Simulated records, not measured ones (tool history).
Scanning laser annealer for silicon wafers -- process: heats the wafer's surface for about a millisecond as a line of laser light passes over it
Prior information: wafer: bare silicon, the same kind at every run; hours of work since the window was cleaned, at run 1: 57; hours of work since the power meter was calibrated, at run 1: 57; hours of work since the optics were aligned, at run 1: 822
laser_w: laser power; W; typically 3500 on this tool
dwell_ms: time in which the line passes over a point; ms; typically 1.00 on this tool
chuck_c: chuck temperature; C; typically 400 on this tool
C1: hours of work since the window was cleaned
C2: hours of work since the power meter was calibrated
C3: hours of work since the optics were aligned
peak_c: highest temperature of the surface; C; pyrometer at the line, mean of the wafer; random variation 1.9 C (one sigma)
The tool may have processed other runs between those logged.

Run 1, day 0.000: usual settings; C1 57; C2 57; C3 822. Result: peak_c 1118 C.
Run 2, day 0.375: usual settings; C1 61; C2 61; C3 826. Result: peak_c 1125 C.
Run 3, day 0.679: usual settings but laser_w 3581 W; C1 64; C2 64; C3 830. Result: peak_c 1138 C.
Run 4, day 1.121: usual settings but dwell_ms 0.83 ms; C1 69; C2 69; C3 834. Result: peak_c 1050 C.
Run 5, day 1.504: usual settings but dwell_ms 1.03 ms; C1 73; C2 73; C3 838. Result: peak_c 1135 C.
Run 6, day 1.792: usual settings but dwell_ms 1.03 ms; C1 76; C2 76; C3 842. Result: peak_c 1137 C.
Run 7, day 2.242: usual settings but dwell_ms 1.03 ms; C1 81; C2 81; C3 846. Result: peak_c 1132 C.
Run 8, day 2.525: usual settings; C1 84; C2 84; C3 850. Result: peak_c 1124 C.
Run 9, day 2.838: usual settings but dwell_ms 0.97 ms, chuck_c 382 C; C1 87; C2 87; C3 853. Result: peak_c 1094 C.
Run 10, day 3.162: usual settings but dwell_ms 0.97 ms, chuck_c 382 C; C1 91; C2 91; C3 856. Result: peak_c 1092 C.
Run 11, day 3.546: usual settings but laser_w 3302 W, chuck_c 386 C; C1 95; C2 95; C3 861. Result: peak_c 1067 C.
Run 12, day 3.767: usual settings but laser_w 3302 W, chuck_c 386 C; C1 97; C2 97; C3 863. Result: peak_c 1071 C.
Run 13, day 4.112: usual settings but chuck_c 438 C; C1 101; C2 101; C3 867. Result: peak_c 1160 C.
Run 14, day 4.358: usual settings but laser_w 2979 W, dwell_ms 0.81 ms, chuck_c 438 C; C1 104; C2 104; C3 869. Result: peak_c 989 C.
Run 15, day 4.671: usual settings but laser_w 2979 W, dwell_ms 0.81 ms, chuck_c 438 C; C1 107; C2 107; C3 873. Result: peak_c 991 C.

Forecast each of these 3 alternatives for the next run:
Run A, day 5.117: usual settings but laser_w 3744 W, dwell_ms 0.81 ms, chuck_c 438 C; C1 112; C2 112; C3 878. Result: peak_c ?.
Run B, day 5.117: usual settings but laser_w 2979 W, dwell_ms 1.10 ms, chuck_c 438 C; C1 112; C2 112; C3 878. Result: peak_c ?.
Run C, day 5.117: usual settings but laser_w 3114 W, dwell_ms 1.09 ms, chuck_c 420 C; C1 112; C2 112; C3 878. Result: peak_c ?.

run  peak_c
  A    1125
  B    1090
  C    1096
The same runs, with their run-to-run variation unchanged, on a tool lacking any hidden condition would have given:
run  peak_c
  A    1125
  B    1091
  C    1097
